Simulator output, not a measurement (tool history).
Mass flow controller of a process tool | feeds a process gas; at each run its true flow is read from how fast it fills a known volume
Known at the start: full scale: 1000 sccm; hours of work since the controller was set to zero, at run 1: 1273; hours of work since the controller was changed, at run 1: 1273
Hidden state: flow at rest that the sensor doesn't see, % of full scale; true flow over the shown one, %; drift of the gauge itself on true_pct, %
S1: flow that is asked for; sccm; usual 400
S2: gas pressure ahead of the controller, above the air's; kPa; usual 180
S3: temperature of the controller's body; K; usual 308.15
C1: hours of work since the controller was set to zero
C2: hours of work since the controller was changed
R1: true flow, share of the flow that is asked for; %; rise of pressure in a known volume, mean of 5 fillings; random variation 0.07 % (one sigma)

| run | hour | S1 | S2 | S3 | C1 | C2 | R1 |
|---|---|---|---|---|---|---|---|
| 1 | 0 | 400 | 180 | 308.15 | 1273 | 1273 | 98.41 |
| 2 | 63.8 | 400 | 180 | 300.15 | 1310 | 1310 | 98.04 |
| 3 | 116.4 | 124 | 180 | 308.15 | 1340 | 1340 | 98.57 |
| 4 | 170.4 | 124 | 180 | 308.15 | 1372 | 1372 | 98.43 |
| 5 | 240.9 | 124 | 180 | 308.15 | 1413 | 1413 | 98.43 |
| 6 | 305.5 | 400 | 141 | 308.15 | 1450 | 1450 | 98.25 |
| 7 | 379.2 | 400 | 141 | 308.15 | 1493 | 1493 | 98.19 |
| 8 | 437.1 | 400 | 141 | 308.15 | 1527 | 1527 | 98.2 |
| 9 | 486.3 | 761 | 143 | 308.15 | 1555 | 1555 | 99.19 |
| 10 | 532.5 | 761 | 143 | 308.15 | 1582 | 1582 | 99.14 |
| 11 | 563.9 | 400 | 180 | 301.15 | 1600 | 1600 | 98.02 |
| 12 | 625.4 | 113 | 161 | 308.15 | 1636 | 1636 | 98.8 |

Forecast run 13:
| 13 | 675.5 | 400 | 147 | 296.15 | 1665 | 1665 | ? |

R1: 97.74 %
Without the tool's hidden state the same run would have given R1 97.81 %.
